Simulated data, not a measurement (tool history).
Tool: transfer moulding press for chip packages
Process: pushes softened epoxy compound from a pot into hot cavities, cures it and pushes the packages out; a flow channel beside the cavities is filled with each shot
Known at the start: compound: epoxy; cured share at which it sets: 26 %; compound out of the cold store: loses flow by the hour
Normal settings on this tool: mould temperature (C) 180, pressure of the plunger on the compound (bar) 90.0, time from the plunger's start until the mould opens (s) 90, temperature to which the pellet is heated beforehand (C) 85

| run | hour | mould temperature (C) | pressure of the plunger on the compound (bar) | time from the plunger's start until the mould opens (s) | temperature to which the pellet is heated beforehand (C) | incoming compound's hours out of the cold store | length that the compound runs in the flow channel (mm) | greatest force on the pins that push the packages out (N) |
|---|---|---|---|---|---|---|---|---|
| 1 | 0.0 | 180 | 90.0 | 90 | 85 | 16.4 | 814 | 330 |
| 2 | 3.9 | 180 | 90.0 | 90 | 85 | 41.6 | 694 | 301 |
| 3 | 12.4 | 180 | 70.8 | 90 | 85 | 32.5 | 653 | 333 |
| 4 | 20.6 | 180 | 70.8 | 90 | 83 | 9.8 | 750 | 376 |
| 5 | 25.3 | 180 | 70.8 | 90 | 83 | 22.4 | 696 | 362 |
| 6 | 30.0 | 180 | 90.0 | 90 | 85 | 27.4 | 759 | 355 |
| 7 | 34.5 | 180 | 90.0 | 90 | 85 | 17.1 | 820 | 394 |
| 8 | 42.5 | 180 | 90.0 | 90 | 85 | 29.2 | 743 | 360 |
|  | 45.5 | cavities cleaned with cleaning compound and waxed |
| 9 | 51.3 | 180 | 90.0 | 90 | 85 | 16.1 | 810 | 287 |
| 10 | 58.5 | 180 | 90.0 | 90 | 85 | 28.2 | 746 | 304 |
|  | 61.1 | mould's thermocouples calibrated |
| 11 | 69.5 | 179 | 90.0 | 90 | 85 | 29.0 | 734 | 325 |
| 12 | 75.2 | 180 | 90.0 | 90 | 91 | 15.5 | 802 | 321 |
| 13 | 79.3 | 181 | 90.0 | 90 | 85 | 35.8 | 703 | 290 |
| 14 | 83.5 | 180 | 90.0 | 90 | 85 | 44.9 | 671 | 312 |
|  | 90.7 | mould's thermocouples calibrated, once more |
| 15 | 92.1 | 180 | 79.3 | 127 | 85 | 33.4 | 671 | 235 |
| 16 | 101.0 | 180 | 79.3 | 127 | 85 | 21.2 | 729 | 233 |
| 17 | 106.0 | 175 | 89.6 | 115 | 81 | 8.3 | 866 | 332 |
|  | 113.3 | cavities cleaned with cleaning compound and waxed |
| 18 | 115.2 | 175 | 89.6 | 115 | 81 | 11.4 | 841 | 235 |
| 19 | 119.4 | 175 | 89.6 | 115 | 81 | 20.0 | 791 | 256 |
| 20 | 127.7 | 180 | 102.3 | 90 | 92 | 17.4 | 831 | 299 |
| 21 | 132.2 | 187 | 90.0 | 90 | 85 | 25.4 | 735 | 231 |
| 22 | 137.0 | 187 | 90.0 | 90 | 85 | 19.9 | 761 | 230 |
| 23 | 145.7 | 177 | 98.4 | 90 | 85 | 18.5 | 818 | 409 |
| 24 | 153.0 | 174 | 102.0 | 100 | 85 | 12.9 | 886 | 423 |
| 25 | 157.1 | 175 | 82.8 | 124 | 77 | 31.2 | 705 | 270 |
| 26 | 163.1 | 176 | 100.0 | 120 | 91 | 27.6 | 781 | 270 |
| 27 | 171.0 | 176 | 100.0 | 120 | 91 | 37.7 | 732 | 265 |
|  | 176.8 | cavities cleaned with cleaning compound and waxed |
| 28 | 177.7 | 180 | 90.0 | 90 | 92 | 30.9 | 711 | 260 |

Each row is a separate what-if for the run after 28, all from the same tool condition, not one after another. Results?
| A | 186.4 | 178 | 90.0 | 90 | 92 | 20.9 | ? | ? |
| B | 186.4 | 180 | 90.0 | 100 | 92 | 30.2 | ? | ? |
| C | 186.4 | 184 | 90.0 | 105 | 85 | 26.2 | ? | ? |

| run | length that the compound runs in the flow channel (mm) | greatest force on the pins that push the packages out (N) |
|---|---|---|
| A | 770 | 317 |
| B | 719 | 232 |
| C | 727 | 198 |
The same runs, with their run-to-run variation unchanged, on a tool lacking any hidden condition would have given:
| run | length that the compound runs in the flow channel (mm) | greatest force on the pins that push the packages out (N) |
|---|---|---|
| A | 853 | 289 |
| B | 796 | 211 |
| C | 806 | 178 |
